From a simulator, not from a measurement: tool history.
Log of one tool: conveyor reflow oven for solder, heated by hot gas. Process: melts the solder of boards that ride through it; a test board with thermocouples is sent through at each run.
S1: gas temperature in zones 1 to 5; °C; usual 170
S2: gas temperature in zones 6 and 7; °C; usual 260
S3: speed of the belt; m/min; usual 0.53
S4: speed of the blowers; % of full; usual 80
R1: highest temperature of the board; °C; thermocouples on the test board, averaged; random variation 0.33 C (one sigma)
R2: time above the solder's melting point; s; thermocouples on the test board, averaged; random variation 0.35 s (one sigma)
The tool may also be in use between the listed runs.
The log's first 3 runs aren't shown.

Run 4, day 4.604: usual settings. Result: R1 247.3 °C, R2 48.6 s.
Run 5, day 5.583: usual settings but S4 75 % of full. Result: R1 247.3 °C, R2 47.4 s.
Run 6, day 7.208: usual settings. Result: R1 248.1 °C, R2 48.2 s.
Run 7, day 8.671: usual settings. Result: R1 247.2 °C, R2 48.1 s.
Run 8, day 10.721: usual settings. Result: R1 247.8 °C, R2 48.5 s.
Run 9, day 11.729: usual settings. Result: R1 247.6 °C, R2 47.8 s.
Run 10, day 13.888: usual settings. Result: R1 247.6 °C, R2 47.6 s.
Run 11, day 15.217: usual settings. Result: R1 247.1 °C, R2 46.7 s.
Run 12, day 17.521: usual settings. Result: R1 247.4 °C, R2 47.3 s.
Run 13, day 19.038: usual settings but S1 157 °C. Result: R1 245.2 °C, R2 42.3 s.
Run 14, day 20.8: usual settings but S3 0.472 m/min. Result: R1 250.6 °C, R2 56.7 s.
At day 22.521: belt drive overhauled, speed set with a stopwatch.
Run 15, day 22.879: usual settings but S3 0.472 m/min. Result: R1 249.7 °C, R2 54.9 s.
At day 24.121: flux residue cleaned out of gas plates and filters.
Run 16, day 25.304: usual settings but S3 0.561 m/min. Result: R1 248.4 °C, R2 44.8 s.
Run 17, day 27.129: usual settings but S3 0.561 m/min. Result: R1 247.8 °C, R2 44.7 s.
Run 18, day 29.208: usual settings but S3 0.561 m/min. Result: R1 247.9 °C, R2 44.2 s.
Run 19, day 30.404: usual settings but S4 50 % of full. Result: R1 242.2 °C, R2 40.3 s.
Run 20, day 31.683: usual settings but S2 266 °C, S3 0.505 m/min, S4 50 % of full. Result: R1 249.2 °C, R2 49.3 s.
Run 21, day 33.471: usual settings but S2 266 °C, S3 0.505 m/min, S4 50 % of full. Result: R1 248.7 °C, R2 49.2 s.
Run 22, day 35.342: usual settings but S2 266 °C, S3 0.505 m/min, S4 50 % of full. Result: R1 248.7 °C, R2 49.4 s.
Run 23, day 37.104: usual settings but S2 266 °C, S3 0.505 m/min, S4 53 % of full. Result: R1 249.3 °C, R2 49.4 s.
Run 24, day 38.983: usual settings but S2 249 °C, S3 0.445 m/min, S4 53 % of full. Result: R1 238.7 °C, R2 47.7 s.
Run 25, day 40.921: usual settings but S1 162 °C, S2 272 °C, S3 0.563 m/min, S4 68 % of full. Result: R1 253.2 °C, R2 44.4 s.

The next listed run, before its measurement:
Run 26, day 43.267: usual settings but S1 171 °C, S2 264 °C, S3 0.582 m/min, S4 79 % of full. Result: R1 ?, R2 ?.

R1: 249.1 °C
R2: 42.9 s
Without the tool's hidden state the same run would have given R1 249.4 °C, R2 43.6 s.

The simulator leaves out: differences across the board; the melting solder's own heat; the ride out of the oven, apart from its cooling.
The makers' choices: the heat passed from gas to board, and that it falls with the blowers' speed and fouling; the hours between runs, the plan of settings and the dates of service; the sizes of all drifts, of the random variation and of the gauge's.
